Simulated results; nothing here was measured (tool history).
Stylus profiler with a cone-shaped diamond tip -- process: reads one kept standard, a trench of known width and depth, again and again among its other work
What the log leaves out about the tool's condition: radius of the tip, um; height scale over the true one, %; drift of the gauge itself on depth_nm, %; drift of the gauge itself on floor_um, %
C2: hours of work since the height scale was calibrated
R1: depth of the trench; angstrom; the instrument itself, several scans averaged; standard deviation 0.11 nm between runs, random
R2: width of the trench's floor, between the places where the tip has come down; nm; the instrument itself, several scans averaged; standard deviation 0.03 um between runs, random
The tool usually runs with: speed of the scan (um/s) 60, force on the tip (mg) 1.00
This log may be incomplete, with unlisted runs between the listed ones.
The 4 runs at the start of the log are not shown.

run 5 day=15.958 | speed_of_the_scan_(um/s)=32 force_on_the_tip_(mg)=1.00 | scans_with_this_tip=22431 C2=827 | R1=2005.0 R2=16060
run 6 day=21.175 | speed_of_the_scan_(um/s)=60 force_on_the_tip_(mg)=0.37 | scans_with_this_tip=23201 C2=896 | R1=1998.1 R2=15490
run 7 day=26.388 | speed_of_the_scan_(um/s)=60 force_on_the_tip_(mg)=0.37 | scans_with_this_tip=23970 C2=965 | R1=1994.7 R2=15440
run 8 day=29.717 | speed_of_the_scan_(um/s)=60 force_on_the_tip_(mg)=0.37 | scans_with_this_tip=24462 C2=1009 | R1=1997.5 R2=15410
run 9 day=32.108 | speed_of_the_scan_(um/s)=60 force_on_the_tip_(mg)=1.52 | scans_with_this_tip=24815 C2=1041 | R1=2005.0 R2=15900
run 10 day=34.779 | speed_of_the_scan_(um/s)=60 force_on_the_tip_(mg)=1.52 | scans_with_this_tip=25208 C2=1076 | R1=2003.3 R2=15870
run 11 day=39.238 | speed_of_the_scan_(um/s)=60 force_on_the_tip_(mg)=1.52 | scans_with_this_tip=25867 C2=1136 | R1=2002.1 R2=15910
-- day=43.217 height scale calibrated on a step standard
run 12 day=43.229 | speed_of_the_scan_(um/s)=36 force_on_the_tip_(mg)=1.52 | scans_with_this_tip=26452 C2=0 | R1=1995.0 R2=16030
run 13 day=45.821 | speed_of_the_scan_(um/s)=36 force_on_the_tip_(mg)=1.52 | scans_with_this_tip=26835 C2=35 | R1=1995.5 R2=16030
run 14 day=50.642 | speed_of_the_scan_(um/s)=36 force_on_the_tip_(mg)=1.52 | scans_with_this_tip=27546 C2=98 | R1=1996.6 R2=15980
-- day=52.588 height scale calibrated on a step standard, once more
run 15 day=55.538 | speed_of_the_scan_(um/s)=36 force_on_the_tip_(mg)=1.52 | scans_with_this_tip=28266 C2=39 | R1=2013.4 R2=15950
run 16 day=58.825 | speed_of_the_scan_(um/s)=36 force_on_the_tip_(mg)=1.52 | scans_with_this_tip=28751 C2=83 | R1=2011.7 R2=15960
run 17 day=63.588 | speed_of_the_scan_(um/s)=36 force_on_the_tip_(mg)=1.52 | scans_with_this_tip=29454 C2=146 | R1=2013.1 R2=15890
run 18 day=68.475 | speed_of_the_scan_(um/s)=36 force_on_the_tip_(mg)=1.52 | scans_with_this_tip=30175 C2=210 | R1=2012.3 R2=15890
run 19 day=73.150 | speed_of_the_scan_(um/s)=36 force_on_the_tip_(mg)=1.52 | scans_with_this_tip=30865 C2=272 | R1=2011.1 R2=15890
run 20 day=75.875 | speed_of_the_scan_(um/s)=36 force_on_the_tip_(mg)=1.52 | scans_with_this_tip=31266 C2=309 | R1=2008.6 R2=15850
run 21 day=80.354 | speed_of_the_scan_(um/s)=36 force_on_the_tip_(mg)=1.52 | scans_with_this_tip=31927 C2=368 | R1=2009.9 R2=15850
run 22 day=84.042 | speed_of_the_scan_(um/s)=160 force_on_the_tip_(mg)=2.64 | scans_with_this_tip=32472 C2=417 | R1=2015.4 R2=15170

What does the tool deliver on the next run?
run 23 day=86.962 | speed_of_the_scan_(um/s)=160 force_on_the_tip_(mg)=2.64 | scans_with_this_tip=32903 C2=455 | R1=? R2=?

For run 23 the tool returned R1 2012.0 angstrom, R2 15190 nm.
Minus the tool's unlogged condition, the same run would have read R1 2016.1 angstrom, R2 16310 nm.

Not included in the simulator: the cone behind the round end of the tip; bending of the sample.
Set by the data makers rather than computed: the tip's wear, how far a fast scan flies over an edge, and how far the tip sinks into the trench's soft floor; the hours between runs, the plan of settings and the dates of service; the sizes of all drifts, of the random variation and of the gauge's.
